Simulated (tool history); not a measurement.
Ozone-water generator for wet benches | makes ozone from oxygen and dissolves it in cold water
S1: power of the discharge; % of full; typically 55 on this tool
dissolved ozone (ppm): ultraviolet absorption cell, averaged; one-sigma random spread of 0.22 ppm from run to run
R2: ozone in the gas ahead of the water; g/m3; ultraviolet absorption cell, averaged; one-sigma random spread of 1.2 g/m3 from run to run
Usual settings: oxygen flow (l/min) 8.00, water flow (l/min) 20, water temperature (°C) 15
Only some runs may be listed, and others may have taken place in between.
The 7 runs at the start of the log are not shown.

run 8 day=13.421 | S1=55 oxygen_flow_(l/min)=4.52 water_flow_(l/min)=20 water_temperature_(°C)=15 | dissolved_ozone_(ppm)=31.1 R2=281.0
run 9 day=15.562 | S1=55 oxygen_flow_(l/min)=4.52 water_flow_(l/min)=20 water_temperature_(°C)=15 | dissolved_ozone_(ppm)=30.9 R2=283.0
run 10 day=18.146 | S1=55 oxygen_flow_(l/min)=4.52 water_flow_(l/min)=20 water_temperature_(°C)=15 | dissolved_ozone_(ppm)=31.2 R2=281.4
run 11 day=21.108 | S1=87 oxygen_flow_(l/min)=4.52 water_flow_(l/min)=20 water_temperature_(°C)=15 | dissolved_ozone_(ppm)=44.0 R2=402.3
run 12 day=23.104 | S1=55 oxygen_flow_(l/min)=7.19 water_flow_(l/min)=20 water_temperature_(°C)=15 | dissolved_ozone_(ppm)=32.5 R2=228.1
run 13 day=24.350 | S1=55 oxygen_flow_(l/min)=7.19 water_flow_(l/min)=20 water_temperature_(°C)=15 | dissolved_ozone_(ppm)=32.6 R2=231.5
run 14 day=25.800 | S1=55 oxygen_flow_(l/min)=8.80 water_flow_(l/min)=20 water_temperature_(°C)=15 | dissolved_ozone_(ppm)=32.9 R2=209.3
run 15 day=27.054 | S1=55 oxygen_flow_(l/min)=8.80 water_flow_(l/min)=20 water_temperature_(°C)=15 | dissolved_ozone_(ppm)=32.5 R2=209.6
run 16 day=29.758 | S1=55 oxygen_flow_(l/min)=8.80 water_flow_(l/min)=20 water_temperature_(°C)=14 | dissolved_ozone_(ppm)=33.2 R2=206.2
run 17 day=32.154 | S1=55 oxygen_flow_(l/min)=8.80 water_flow_(l/min)=20 water_temperature_(°C)=14 | dissolved_ozone_(ppm)=33.2 R2=207.9
run 18 day=35.146 | S1=67 oxygen_flow_(l/min)=9.79 water_flow_(l/min)=27 water_temperature_(°C)=17 | dissolved_ozone_(ppm)=29.0 R2=228.0
run 19 day=37.838 | S1=67 oxygen_flow_(l/min)=12.53 water_flow_(l/min)=23 water_temperature_(°C)=17 | dissolved_ozone_(ppm)=32.5 R2=205.3
run 20 day=39.796 | S1=55 oxygen_flow_(l/min)=4.05 water_flow_(l/min)=30 water_temperature_(°C)=15 | dissolved_ozone_(ppm)=20.3 R2=297.8
-- day=41.025 water thermometer calibrated
run 21 day=41.533 | S1=55 oxygen_flow_(l/min)=4.05 water_flow_(l/min)=30 water_temperature_(°C)=15 | dissolved_ozone_(ppm)=20.1 R2=296.4
run 22 day=43.833 | S1=55 oxygen_flow_(l/min)=4.05 water_flow_(l/min)=30 water_temperature_(°C)=15 | dissolved_ozone_(ppm)=20.2 R2=295.4
run 23 day=46.642 | S1=49 oxygen_flow_(l/min)=8.00 water_flow_(l/min)=28 water_temperature_(°C)=15 | dissolved_ozone_(ppm)=22.6 R2=198.5
run 24 day=48.871 | S1=44 oxygen_flow_(l/min)=4.15 water_flow_(l/min)=20 water_temperature_(°C)=8 | dissolved_ozone_(ppm)=28.2 R2=247.8
run 25 day=51.092 | S1=44 oxygen_flow_(l/min)=4.15 water_flow_(l/min)=20 water_temperature_(°C)=19 | dissolved_ozone_(ppm)=24.4 R2=247.8
run 26 day=53.562 | S1=44 oxygen_flow_(l/min)=4.15 water_flow_(l/min)=20 water_temperature_(°C)=19 | dissolved_ozone_(ppm)=24.3 R2=247.6
run 27 day=55.883 | S1=97 oxygen_flow_(l/min)=4.37 water_flow_(l/min)=15 water_temperature_(°C)=21 | dissolved_ozone_(ppm)=55.3 R2=437.3
run 28 day=57.467 | S1=97 oxygen_flow_(l/min)=4.37 water_flow_(l/min)=15 water_temperature_(°C)=21 | dissolved_ozone_(ppm)=55.3 R2=441.1
run 29 day=59.679 | S1=97 oxygen_flow_(l/min)=4.37 water_flow_(l/min)=13 water_temperature_(°C)=21 | dissolved_ozone_(ppm)=60.9 R2=440.9
run 30 day=62.179 | S1=97 oxygen_flow_(l/min)=6.71 water_flow_(l/min)=13 water_temperature_(°C)=12 | dissolved_ozone_(ppm)=71.3 R2=360.5
run 31 day=64.500 | S1=65 oxygen_flow_(l/min)=8.00 water_flow_(l/min)=26 water_temperature_(°C)=15 | dissolved_ozone_(ppm)=29.4 R2=244.7
run 32 day=65.888 | S1=55 oxygen_flow_(l/min)=7.67 water_flow_(l/min)=15 water_temperature_(°C)=15 | dissolved_ozone_(ppm)=39.6 R2=220.2

Each row is a separate what-if for the run after 32, all from the same tool condition, not one after another. Results?
run A day=68.717 | S1=64 oxygen_flow_(l/min)=4.57 water_flow_(l/min)=15 water_temperature_(°C)=15 | dissolved_ozone_(ppm)=? R2=?
run B day=68.717 | S1=55 oxygen_flow_(l/min)=6.71 water_flow_(l/min)=15 water_temperature_(°C)=11 | dissolved_ozone_(ppm)=? R2=?
run C day=68.717 | S1=90 oxygen_flow_(l/min)=8.00 water_flow_(l/min)=20 water_temperature_(°C)=8 | dissolved_ozone_(ppm)=? R2=?

run=A dissolved_ozone_(ppm)=44.0 R2=310.7
run=B dissolved_ozone_(ppm)=42.3 R2=234.3
run=C dissolved_ozone_(ppm)=52.5 R2=317.9
With no hidden state in the tool, these same runs would have given:
run=A dissolved_ozone_(ppm)=45.1 R2=315.8
run=B dissolved_ozone_(ppm)=43.2 R2=237.7
run=C dissolved_ozone_(ppm)=54.2 R2=324.6
